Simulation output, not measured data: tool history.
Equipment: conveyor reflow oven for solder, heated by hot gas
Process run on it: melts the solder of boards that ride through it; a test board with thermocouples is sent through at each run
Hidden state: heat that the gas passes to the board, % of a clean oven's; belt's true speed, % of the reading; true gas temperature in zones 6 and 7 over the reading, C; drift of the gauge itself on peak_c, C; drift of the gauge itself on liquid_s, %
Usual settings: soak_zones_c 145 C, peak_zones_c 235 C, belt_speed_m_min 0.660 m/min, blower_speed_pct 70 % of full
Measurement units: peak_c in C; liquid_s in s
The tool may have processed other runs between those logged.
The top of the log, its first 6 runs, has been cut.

| run | day | soak_zones_c | peak_zones_c | belt_speed_m_min | blower_speed_pct | hours of work since the flux was cleaned out | hours of work since the belt drive was overhauled | hours of work since the thermocouples were changed | peak_c | liquid_s |
|---|---|---|---|---|---|---|---|---|---|---|
| 7 | 2.500 | 145 | 242 | 0.660 | 70 | 30 | 258 | 441 | 228.1 | 63.77 |
| 8 | 2.771 | 145 | 242 | 0.660 | 70 | 33 | 261 | 444 | 227.7 | 63.89 |
| 9 | 3.104 | 145 | 235 | 0.660 | 70 | 37 | 265 | 448 | 221.6 | 60.36 |
| 10 | 3.592 | 145 | 235 | 0.660 | 70 | 43 | 271 | 453 | 221.4 | 60.60 |
| 11 | 4.025 | 145 | 235 | 0.660 | 70 | 48 | 276 | 459 | 221.6 | 60.40 |
| 12 | 4.367 | 145 | 235 | 0.660 | 67 | 52 | 280 | 463 | 220.8 | 60.04 |
| 13 | 4.833 | 145 | 235 | 0.660 | 67 | 57 | 285 | 468 | 220.7 | 59.92 |
|  | 5.079 | flux residue cleaned out of gas plates and filters |
| 14 | 5.438 | 145 | 235 | 0.660 | 67 | 4 | 290 | 473 | 220.9 | 59.94 |
| 15 | 5.938 | 145 | 235 | 0.660 | 67 | 10 | 296 | 479 | 220.9 | 59.72 |
| 16 | 6.367 | 145 | 235 | 0.680 | 53 | 15 | 301 | 484 | 216.9 | 54.95 |
| 17 | 6.650 | 138 | 235 | 0.643 | 63 | 19 | 304 | 487 | 219.3 | 57.93 |
| 18 | 7.108 | 138 | 235 | 0.643 | 63 | 24 | 310 | 493 | 219.5 | 58.23 |
| 19 | 7.638 | 138 | 235 | 0.643 | 63 | 30 | 316 | 499 | 219.8 | 58.24 |
|  | 8.071 | flux residue cleaned out of gas plates and filters, once more |
| 20 | 8.188 | 138 | 235 | 0.643 | 63 | 1 | 320 | 503 | 220.3 | 58.90 |
| 21 | 8.483 | 145 | 235 | 0.562 | 77 | 5 | 324 | 507 | 226.5 | 75.27 |
| 22 | 8.962 | 153 | 226 | 0.639 | 51 | 11 | 329 | 512 | 212.5 | 59.22 |
| 23 | 9.292 | 138 | 231 | 0.660 | 70 | 14 | 333 | 516 | 217.3 | 55.33 |
| 24 | 9.721 | 143 | 226 | 0.662 | 52 | 20 | 338 | 521 | 210.4 | 50.36 |
| 25 | 10.038 | 143 | 226 | 0.662 | 52 | 23 | 342 | 525 | 209.9 | 50.32 |
| 26 | 10.462 | 147 | 235 | 0.661 | 56 | 28 | 347 | 530 | 219.1 | 59.65 |
| 27 | 10.838 | 147 | 235 | 0.661 | 56 | 33 | 352 | 534 | 219.4 | 59.47 |
| 28 | 11.321 | 147 | 235 | 0.661 | 56 | 39 | 357 | 540 | 219.5 | 59.20 |
| 29 | 11.650 | 145 | 243 | 0.660 | 84 | 42 | 361 | 544 | 230.9 | 65.67 |
| 30 | 12.079 | 145 | 227 | 0.660 | 55 | 48 | 366 | 549 | 211.9 | 53.21 |

Alternative continuations, all from the tool just after run 30; predict every row:
| A | 12.304 | 145 | 235 | 0.660 | 75 | 50 | 369 | 552 | ? | ? |
| B | 12.304 | 145 | 224 | 0.547 | 52 | 50 | 369 | 552 | ? | ? |
| C | 12.304 | 145 | 241 | 0.658 | 76 | 50 | 369 | 552 | ? | ? |
| D | 12.304 | 148 | 240 | 0.660 | 70 | 50 | 369 | 552 | ? | ? |

| run | peak_c | liquid_s |
|---|---|---|
| A | 222.5 | 61.36 |
| B | 213.3 | 67.17 |
| C | 228.3 | 64.52 |
| D | 226.7 | 64.46 |
Without the tool's hidden state the same runs would have given:
| run | peak_c | liquid_s |
|---|---|---|
| A | 223.1 | 61.37 |
| B | 213.8 | 67.27 |
| C | 228.8 | 64.48 |
| D | 227.3 | 64.41 |

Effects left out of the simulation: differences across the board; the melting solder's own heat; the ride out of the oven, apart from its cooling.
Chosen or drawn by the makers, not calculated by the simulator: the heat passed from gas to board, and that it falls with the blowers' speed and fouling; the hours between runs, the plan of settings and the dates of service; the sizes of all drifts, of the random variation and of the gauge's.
